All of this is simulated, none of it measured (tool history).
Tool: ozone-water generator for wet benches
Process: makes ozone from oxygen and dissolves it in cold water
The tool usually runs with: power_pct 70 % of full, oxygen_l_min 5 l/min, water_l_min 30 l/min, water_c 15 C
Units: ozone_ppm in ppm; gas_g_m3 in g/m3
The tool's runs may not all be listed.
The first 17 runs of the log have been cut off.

run,hour,power_pct,oxygen_l_min,water_l_min,water_c,hours of work since the electrodes were changed,hours of work since the contactor was cleaned,hours of work since the thermometer was calibrated,ozone_ppm,gas_g_m3
18,1886.2,70,5,30,15,6130,691,2785,10.8,167.4
19,1963,70,5,30,15,6191,752,2846,11,164.4
20,2066.4,62,3.68,30,15,6273,835,2929,9.1,168.6
21,2174.2,65,3.83,37,16,6359,921,3015,7.4,171.7
# hour 2186.5: gauge calibrated
# hour 2187: water thermometer calibrated
22,2330.9,65,4.72,37,16,6484,1045,115,7.9,164
23,2479.3,70,3.76,28,12,6602,1163,233,10.9,189.4
24,2614.3,70,3.38,26,15,6710,1271,340,10.9,197.3
25,2726.3,70,3.38,26,15,6799,1360,430,11,196
26,2793.6,70,7.42,26,15,6852,1414,483,13.2,143.1
27,2936.4,70,6.99,26,15,6966,1527,597,13.1,146.1
28,3072.6,96,5,35,8,7075,1636,705,12.4,211.3
29,3190.1,96,4.54,37,8,7168,1730,799,11.5,224.4
30,3260.4,45,3.79,30,12,7224,1786,855,7.1,132
31,3402.1,95,5,30,9,7337,1898,968,14.6,211.8
32,3528.5,84,5,24,15,7438,1999,1069,15.3,189.6

What if the next run were any one of these 4? Each begins from the tool's condition after run 32:
A,3682.6,84,5,24,13,7561,2122,1191,?,?
B,3682.6,70,8.32,30,15,7561,2122,1191,?,?
C,3682.6,70,7.39,30,15,7561,2122,1191,?,?
D,3682.6,70,4.91,30,15,7561,2122,1191,?,?

run,ozone_ppm,gas_g_m3
A,15.8,191
B,12.1,134.9
C,11.7,140.7
D,10.7,166.7
Had the tool no hidden state, the same runs would have come out as:
run,ozone_ppm,gas_g_m3
A,15.8,195.4
B,12.2,137.9
C,11.7,143.9
D,10.8,170.4

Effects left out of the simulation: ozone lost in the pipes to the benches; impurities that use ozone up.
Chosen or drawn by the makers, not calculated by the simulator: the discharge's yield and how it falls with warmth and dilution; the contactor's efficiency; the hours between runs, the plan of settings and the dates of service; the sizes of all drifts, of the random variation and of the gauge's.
